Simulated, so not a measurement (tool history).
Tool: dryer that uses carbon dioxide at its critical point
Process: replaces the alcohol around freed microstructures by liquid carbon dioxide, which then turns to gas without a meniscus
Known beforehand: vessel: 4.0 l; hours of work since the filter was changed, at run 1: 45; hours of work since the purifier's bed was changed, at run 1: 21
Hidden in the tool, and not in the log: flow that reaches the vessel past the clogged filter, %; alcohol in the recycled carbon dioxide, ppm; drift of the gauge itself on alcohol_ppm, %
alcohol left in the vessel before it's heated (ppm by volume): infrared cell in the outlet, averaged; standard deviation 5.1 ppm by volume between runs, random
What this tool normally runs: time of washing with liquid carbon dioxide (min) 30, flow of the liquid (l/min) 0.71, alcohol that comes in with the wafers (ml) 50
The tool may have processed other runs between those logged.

run	day	time of washing with liquid carbon dioxide (min)	flow of the liquid (l/min)	alcohol that comes in with the wafers (ml)	hours of work since the filter was changed	hours of work since the purifier's bed was changed	alcohol left in the vessel before it's heated (ppm by volume)
1	0	30	0.71	50	45	21	91
2	0.3	30	0.71	50	50	26	89
3	0.479	30	0.71	50	53	29	93
4	0.858	30	0.71	50	60	36	94
5	1.067	30	0.71	50	63	39	87
6	1.267	30	0.71	50	67	43	95
7	1.575	30	0.71	50	72	48	93
8	1.788	30	0.71	50	76	52	98
9	1.971	30	0.903	50	79	55	30
10	2.154	26	0.532	32	82	58	334
11	2.521	26	0.532	32	89	65	345
12	2.688	31	0.532	32	92	67	189
13	3.079	30	1.08	116	98	74	35
14	3.433	46	0.999	116	105	80	9
15	3.679	46	0.672	52	109	85	27
16	3.858	34	0.618	117	112	88	265
17	4.212	34	1.141	72	118	94	14

Alternative continuations, all from the tool just after run 17; predict every row:
A	4.475	34	0.571	120	123	99	?
B	4.475	30	1.179	102	123	99	?
C	4.475	20	0.557	25	123	99	?
D	4.475	29	0.769	88	123	99	?

run	alcohol left in the vessel before it's heated (ppm by volume)
A	377
B	24
C	516
D	158
With no hidden state in the tool, these same runs would have given:
run	alcohol left in the vessel before it's heated (ppm by volume)
A	269
B	8
C	422
D	103
